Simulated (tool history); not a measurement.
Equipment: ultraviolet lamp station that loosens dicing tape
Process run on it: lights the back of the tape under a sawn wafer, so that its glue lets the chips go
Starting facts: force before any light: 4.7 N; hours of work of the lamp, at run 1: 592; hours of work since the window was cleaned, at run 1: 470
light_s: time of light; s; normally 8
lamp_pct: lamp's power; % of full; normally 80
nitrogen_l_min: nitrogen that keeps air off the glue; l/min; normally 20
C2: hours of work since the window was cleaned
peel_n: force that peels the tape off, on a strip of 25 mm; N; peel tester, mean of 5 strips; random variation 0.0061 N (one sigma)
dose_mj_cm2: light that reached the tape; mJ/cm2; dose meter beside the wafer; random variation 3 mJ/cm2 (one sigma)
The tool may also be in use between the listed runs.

run 1 day=0.000 | light_s=8 lamp_pct=80 nitrogen_l_min=20 | hours_of_work_of_the_lamp=592 C2=470 | peel_n=0.332 dose_mj_cm2=298
run 2 day=0.446 | light_s=8 lamp_pct=80 nitrogen_l_min=20 | hours_of_work_of_the_lamp=600 C2=478 | peel_n=0.337 dose_mj_cm2=299
-- day=1.521 window cleaned of glue's vapour
run 3 day=1.521 | light_s=8 lamp_pct=65 nitrogen_l_min=20 | hours_of_work_of_the_lamp=620 C2=0 | peel_n=0.408 dose_mj_cm2=274
run 4 day=2.333 | light_s=5 lamp_pct=65 nitrogen_l_min=20 | hours_of_work_of_the_lamp=635 C2=15 | peel_n=0.947 dose_mj_cm2=166
run 5 day=2.942 | light_s=5 lamp_pct=65 nitrogen_l_min=20 | hours_of_work_of_the_lamp=646 C2=26 | peel_n=0.999 dose_mj_cm2=166
run 6 day=3.438 | light_s=5 lamp_pct=65 nitrogen_l_min=22 | hours_of_work_of_the_lamp=655 C2=35 | peel_n=0.891 dose_mj_cm2=165
run 7 day=3.879 | light_s=5 lamp_pct=65 nitrogen_l_min=22 | hours_of_work_of_the_lamp=663 C2=43 | peel_n=0.949 dose_mj_cm2=168
run 8 day=4.446 | light_s=5 lamp_pct=76 nitrogen_l_min=22 | hours_of_work_of_the_lamp=674 C2=54 | peel_n=0.742 dose_mj_cm2=191
run 9 day=5.425 | light_s=8 lamp_pct=80 nitrogen_l_min=9 | hours_of_work_of_the_lamp=692 C2=72 | peel_n=0.488 dose_mj_cm2=319
run 10 day=6.138 | light_s=8 lamp_pct=83 nitrogen_l_min=20 | hours_of_work_of_the_lamp=705 C2=85 | peel_n=0.268 dose_mj_cm2=328
run 11 day=6.754 | light_s=8 lamp_pct=83 nitrogen_l_min=20 | hours_of_work_of_the_lamp=716 C2=96 | peel_n=0.288 dose_mj_cm2=329
run 12 day=7.725 | light_s=8 lamp_pct=83 nitrogen_l_min=20 | hours_of_work_of_the_lamp=734 C2=114 | peel_n=0.298 dose_mj_cm2=322
run 13 day=8.317 | light_s=8 lamp_pct=83 nitrogen_l_min=20 | hours_of_work_of_the_lamp=745 C2=125 | peel_n=0.285 dose_mj_cm2=326
run 14 day=9.367 | light_s=8 lamp_pct=83 nitrogen_l_min=27 | hours_of_work_of_the_lamp=764 C2=144 | peel_n=0.251 dose_mj_cm2=318
run 15 day=10.300 | light_s=8 lamp_pct=83 nitrogen_l_min=27 | hours_of_work_of_the_lamp=781 C2=161 | peel_n=0.254 dose_mj_cm2=308
run 16 day=11.050 | light_s=8 lamp_pct=80 nitrogen_l_min=20 | hours_of_work_of_the_lamp=795 C2=175 | peel_n=0.332 dose_mj_cm2=300
run 17 day=11.879 | light_s=8 lamp_pct=80 nitrogen_l_min=20 | hours_of_work_of_the_lamp=810 C2=190 | peel_n=0.350 dose_mj_cm2=299
run 18 day=12.867 | light_s=8 lamp_pct=80 nitrogen_l_min=20 | hours_of_work_of_the_lamp=828 C2=208 | peel_n=0.346 dose_mj_cm2=292
run 19 day=13.529 | light_s=8 lamp_pct=80 nitrogen_l_min=20 | hours_of_work_of_the_lamp=840 C2=221 | peel_n=0.362 dose_mj_cm2=286
run 20 day=14.308 | light_s=8 lamp_pct=77 nitrogen_l_min=20 | hours_of_work_of_the_lamp=855 C2=235 | peel_n=0.409 dose_mj_cm2=276
run 21 day=14.850 | light_s=8 lamp_pct=80 nitrogen_l_min=20 | hours_of_work_of_the_lamp=865 C2=245 | peel_n=0.358 dose_mj_cm2=285
run 22 day=15.717 | light_s=8 lamp_pct=80 nitrogen_l_min=20 | hours_of_work_of_the_lamp=881 C2=261 | peel_n=0.392 dose_mj_cm2=281
-- day=16.408 lamp changed
run 23 day=16.408 | light_s=7 lamp_pct=63 nitrogen_l_min=22 | hours_of_work_of_the_lamp=0 C2=273 | peel_n=0.355 dose_mj_cm2=280
run 24 day=17.429 | light_s=9 lamp_pct=80 nitrogen_l_min=20 | hours_of_work_of_the_lamp=19 C2=291 | peel_n=0.172 dose_mj_cm2=443
run 25 day=18.288 | light_s=8 lamp_pct=80 nitrogen_l_min=29 | hours_of_work_of_the_lamp=35 C2=307 | peel_n=0.171 dose_mj_cm2=394
run 26 day=19.042 | light_s=5 lamp_pct=94 nitrogen_l_min=9 | hours_of_work_of_the_lamp=48 C2=321 | peel_n=0.597 dose_mj_cm2=286
run 27 day=19.750 | light_s=5 lamp_pct=94 nitrogen_l_min=9 | hours_of_work_of_the_lamp=61 C2=334 | peel_n=0.603 dose_mj_cm2=289
run 28 day=20.604 | light_s=4 lamp_pct=69 nitrogen_l_min=9 | hours_of_work_of_the_lamp=77 C2=350 | peel_n=1.322 dose_mj_cm2=166
run 29 day=21.200 | light_s=6 lamp_pct=72 nitrogen_l_min=6 | hours_of_work_of_the_lamp=88 C2=361 | peel_n=0.864 dose_mj_cm2=256
run 30 day=21.675 | light_s=5 lamp_pct=77 nitrogen_l_min=8 | hours_of_work_of_the_lamp=97 C2=369 | peel_n=0.914 dose_mj_cm2=233
run 31 day=22.608 | light_s=7 lamp_pct=72 nitrogen_l_min=7 | hours_of_work_of_the_lamp=114 C2=387 | peel_n=0.649 dose_mj_cm2=296
run 32 day=23.567 | light_s=7 lamp_pct=72 nitrogen_l_min=27 | hours_of_work_of_the_lamp=131 C2=404 | peel_n=0.294 dose_mj_cm2=296
run 33 day=24.596 | light_s=15 lamp_pct=74 nitrogen_l_min=7 | hours_of_work_of_the_lamp=150 C2=423 | peel_n=0.169 dose_mj_cm2=634
run 34 day=25.304 | light_s=15 lamp_pct=74 nitrogen_l_min=7 | hours_of_work_of_the_lamp=163 C2=436 | peel_n=0.169 dose_mj_cm2=639
run 35 day=26.038 | light_s=14 lamp_pct=74 nitrogen_l_min=6 | hours_of_work_of_the_lamp=177 C2=450 | peel_n=0.201 dose_mj_cm2=580
run 36 day=26.925 | light_s=4 lamp_pct=83 nitrogen_l_min=13 | hours_of_work_of_the_lamp=193 C2=466 | peel_n=1.029 dose_mj_cm2=188
run 37 day=27.900 | light_s=10 lamp_pct=73 nitrogen_l_min=25 | hours_of_work_of_the_lamp=211 C2=484 | peel_n=0.178 dose_mj_cm2=402
run 38 day=28.446 | light_s=10 lamp_pct=73 nitrogen_l_min=17 | hours_of_work_of_the_lamp=221 C2=494 | peel_n=0.209 dose_mj_cm2=402
-- day=28.708 window cleaned of glue's vapour
run 39 day=28.962 | light_s=10 lamp_pct=73 nitrogen_l_min=17 | hours_of_work_of_the_lamp=230 C2=5 | peel_n=0.184 dose_mj_cm2=451
run 40 day=29.867 | light_s=8 lamp_pct=90 nitrogen_l_min=26 | hours_of_work_of_the_lamp=247 C2=21 | peel_n=0.152 dose_mj_cm2=444
run 41 day=30.529 | light_s=5 lamp_pct=80 nitrogen_l_min=11 | hours_of_work_of_the_lamp=259 C2=33 | peel_n=0.706 dose_mj_cm2=244
run 42 day=31.112 | light_s=7 lamp_pct=80 nitrogen_l_min=15 | hours_of_work_of_the_lamp=270 C2=44 | peel_n=0.307 dose_mj_cm2=343
run 43 day=31.792 | light_s=7 lamp_pct=80 nitrogen_l_min=15 | hours_of_work_of_the_lamp=282 C2=57 | peel_n=0.309 dose_mj_cm2=334

Below are 4 alternative next runs, each starting from the tool's condition after run 43. Predict each:
run A day=32.504 | light_s=8 lamp_pct=71 nitrogen_l_min=21 | hours_of_work_of_the_lamp=295 C2=70 | peel_n=? dose_mj_cm2=?
run B day=32.504 | light_s=8 lamp_pct=66 nitrogen_l_min=35 | hours_of_work_of_the_lamp=295 C2=70 | peel_n=? dose_mj_cm2=?
run C day=32.504 | light_s=8 lamp_pct=91 nitrogen_l_min=14 | hours_of_work_of_the_lamp=295 C2=70 | peel_n=? dose_mj_cm2=?
run D day=32.504 | light_s=7 lamp_pct=65 nitrogen_l_min=15 | hours_of_work_of_the_lamp=295 C2=70 | peel_n=? dose_mj_cm2=?

run=A peel_n=0.269 dose_mj_cm2=340
run=B peel_n=0.229 dose_mj_cm2=312
run=C peel_n=0.195 dose_mj_cm2=435
run=D peel_n=0.486 dose_mj_cm2=275
With the hidden condition removed and each run's random variation left untouched, the same runs would have given:
run=A peel_n=0.213 dose_mj_cm2=388
run=B peel_n=0.183 dose_mj_cm2=357
run=C peel_n=0.157 dose_mj_cm2=497
run=D peel_n=0.376 dose_mj_cm2=314
